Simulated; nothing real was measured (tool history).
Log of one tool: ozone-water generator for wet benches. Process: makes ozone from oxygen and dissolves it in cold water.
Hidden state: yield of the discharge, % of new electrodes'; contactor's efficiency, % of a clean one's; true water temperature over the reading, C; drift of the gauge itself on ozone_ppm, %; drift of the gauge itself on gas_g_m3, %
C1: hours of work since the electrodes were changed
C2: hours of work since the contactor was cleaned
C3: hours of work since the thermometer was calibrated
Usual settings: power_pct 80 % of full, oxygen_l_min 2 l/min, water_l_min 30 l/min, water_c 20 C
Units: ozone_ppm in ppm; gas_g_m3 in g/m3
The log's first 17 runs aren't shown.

{"run": 18, "hour": 671.3, "power_pct": 80, "oxygen_l_min": 2, "water_l_min": 30, "water_c": 20, "C1": 2226, "C2": 2929, "C3": 5296, "ozone_ppm": 13.4, "gas_g_m3": 284.5}
{"run": 19, "hour": 710.9, "power_pct": 71, "oxygen_l_min": 1.71, "water_l_min": 18, "water_c": 17, "C1": 2260, "C2": 2964, "C3": 5331, "ozone_ppm": 19.2, "gas_g_m3": 271.9}
{"run": 20, "hour": 742.6, "power_pct": 80, "oxygen_l_min": 2, "water_l_min": 30, "water_c": 19, "C1": 2288, "C2": 2992, "C3": 5358, "ozone_ppm": 13.3, "gas_g_m3": 284.8}
{"run": 21, "hour": 790.2, "power_pct": 80, "oxygen_l_min": 3.02, "water_l_min": 32, "water_c": 16, "C1": 2330, "C2": 3033, "C3": 5400, "ozone_ppm": 15.3, "gas_g_m3": 243.3}
{"run": 22, "hour": 838.2, "power_pct": 42, "oxygen_l_min": 3.28, "water_l_min": 28, "water_c": 25, "C1": 2372, "C2": 3075, "C3": 5442, "ozone_ppm": 9.5, "gas_g_m3": 135.6}
{"run": 23, "hour": 872.0, "power_pct": 52, "oxygen_l_min": 3.28, "water_l_min": 22, "water_c": 25, "C1": 2401, "C2": 3105, "C3": 5471, "ozone_ppm": 14, "gas_g_m3": 161.1}
{"run": 24, "hour": 920.3, "power_pct": 48, "oxygen_l_min": 3.37, "water_l_min": 23, "water_c": 20, "C1": 2443, "C2": 3147, "C3": 5513, "ozone_ppm": 13.1, "gas_g_m3": 150.7}
{"run": 25, "hour": 962.2, "power_pct": 40, "oxygen_l_min": 3.37, "water_l_min": 21, "water_c": 17, "C1": 2480, "C2": 3183, "C3": 5550, "ozone_ppm": 12.8, "gas_g_m3": 128.5}
{"hour": 1002.2, "done": "water thermometer calibrated"}
{"run": 26, "hour": 1002.5, "power_pct": 40, "oxygen_l_min": 3.37, "water_l_min": 21, "water_c": 23, "C1": 2515, "C2": 3218, "C3": 0, "ozone_ppm": 11.9, "gas_g_m3": 127.5}
{"run": 27, "hour": 1031.3, "power_pct": 40, "oxygen_l_min": 3.57, "water_l_min": 21, "water_c": 13, "C1": 2540, "C2": 3243, "C3": 25, "ozone_ppm": 13.4, "gas_g_m3": 123}
{"run": 28, "hour": 1077.1, "power_pct": 40, "oxygen_l_min": 3.57, "water_l_min": 21, "water_c": 13, "C1": 2580, "C2": 3283, "C3": 65, "ozone_ppm": 13.5, "gas_g_m3": 123.9}
{"run": 29, "hour": 1104.2, "power_pct": 91, "oxygen_l_min": 2, "water_l_min": 24, "water_c": 20, "C1": 2604, "C2": 3307, "C3": 89, "ozone_ppm": 18.6, "gas_g_m3": 318.3}
{"run": 30, "hour": 1147.3, "power_pct": 91, "oxygen_l_min": 2, "water_l_min": 24, "water_c": 20, "C1": 2641, "C2": 3345, "C3": 127, "ozone_ppm": 18.7, "gas_g_m3": 316.6}
{"run": 31, "hour": 1187.2, "power_pct": 80, "oxygen_l_min": 2, "water_l_min": 23, "water_c": 20, "C1": 2676, "C2": 3380, "C3": 162, "ozone_ppm": 17.5, "gas_g_m3": 284.6}

Forecast run 32:
{"run": 32, "hour": 1215.8, "power_pct": 55, "oxygen_l_min": 3.28, "water_l_min": 40, "water_c": 20, "C1": 2701, "C2": 3405, "C3": 187, "ozone_ppm": "?", "gas_g_m3": "?"}

ozone_ppm: 8.6 ppm
gas_g_m3: 168.6 g/m3
Without the tool's hidden state the same run would have given ozone_ppm 8.6 ppm, gas_g_m3 168.6 g/m3.

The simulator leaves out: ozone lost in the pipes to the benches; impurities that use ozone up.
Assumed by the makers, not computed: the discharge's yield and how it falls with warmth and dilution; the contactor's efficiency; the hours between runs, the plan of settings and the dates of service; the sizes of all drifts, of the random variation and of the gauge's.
